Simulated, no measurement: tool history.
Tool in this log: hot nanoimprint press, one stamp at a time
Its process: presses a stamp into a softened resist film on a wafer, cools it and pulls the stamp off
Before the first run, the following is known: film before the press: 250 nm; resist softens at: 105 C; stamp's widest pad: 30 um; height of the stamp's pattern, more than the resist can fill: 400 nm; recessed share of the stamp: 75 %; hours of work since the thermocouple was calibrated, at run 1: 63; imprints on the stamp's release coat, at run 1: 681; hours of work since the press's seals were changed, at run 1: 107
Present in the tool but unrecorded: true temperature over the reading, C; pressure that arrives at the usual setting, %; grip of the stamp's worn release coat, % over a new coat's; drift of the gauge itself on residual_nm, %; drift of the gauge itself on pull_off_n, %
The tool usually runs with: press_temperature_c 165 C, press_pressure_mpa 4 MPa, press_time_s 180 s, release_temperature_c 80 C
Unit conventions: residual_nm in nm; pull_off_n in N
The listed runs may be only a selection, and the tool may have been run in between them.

run	hour	press_temperature_c	press_pressure_mpa	press_time_s	release_temperature_c	hours of work since the thermocouple was calibrated	imprints on the stamp's release coat	hours of work since the press's seals were changed	residual_nm	pull_off_n
1	0	165	4	180	80	63	681	107	100.7	120
2	30.7	165	4	160	80	82	741	127	105.3	120
3	76.1	165	4	160	80	111	830	155	104.4	125
4	118.4	165	4	160	80	138	913	182	104.9	128
5	155.3	165	4	180	80	161	985	205	100.1	129
6	197.6	165	4	180	80	188	1068	232	99.6	136
7	253.5	165	4	180	80	223	1178	268	99.7	132
8	282.2	165	4	180	77	242	1234	286	99.2	142
9	315.4	165	4	180	77	263	1299	307	99	148
10	369.9	165	4	133	77	297	1406	341	110.7	155
# hour 375.8: plate thermocouple calibrated
# hour 408.3: stamp cleaned and given a new release coat
11	437.5	165	4	180	78	35	57	378	96.9	106
12	490.9	165	4	319	78	69	162	412	78.6	105
13	556.8	165	4	319	86	111	291	454	79.3	88
# hour 613.4: plate thermocouple calibrated, once more
14	619.6	165	4	180	80	4	408	492	103.7	114
15	678.6	165	4	180	80	41	524	529	102.8	121
16	735.2	176	4	184	80	77	635	565	68.2	118
17	780.8	165	2.9	180	79	106	724	594	120.1	128
18	821.3	171	4.76	300	87	132	804	620	61.3	104
19	880.5	158	4.61	180	76	169	920	657	126.2	140
20	921.9	158	3.75	332	83	195	1001	683	113.3	124
21	985.8	165	4	136	66	236	1126	724	112.8	181
22	1016.1	165	4	218	86	255	1186	743	95.8	116
23	1049.2	165	4	218	86	276	1250	764	95.1	118
24	1083.1	165	6.09	195	77	297	1317	785	79.3	149
25	1128	157	2.43	178	77	326	1405	814	170.1	154
# hour 1167.5: stamp cleaned and given a new release coat
26	1170	157	2.43	178	77	349	4	836	170	107
# hour 1207.1: plate thermocouple calibrated
27	1216.3	165	4.14	180	80	6	89	864	103.1	101
28	1244.8	154	3.21	180	80	24	145	882	172.7	103
29	1298	169	3.01	327	87	58	249	916	83	90

3 options for the next run, each taken on its own from the tool as it stands now. Forecast them:
A	1355.6	165	4	187	80	94	362	952	?	?
B	1355.6	165	4	122	80	94	362	952	?	?
C	1355.6	165	2.68	142	71	94	362	952	?	?

run	residual_nm	pull_off_n
A	102.3	113
B	118.9	109
C	136.8	134
Without the tool's hidden state the same runs would have given:
run	residual_nm	pull_off_n
A	99.4	102
B	115.7	98
C	134.8	120
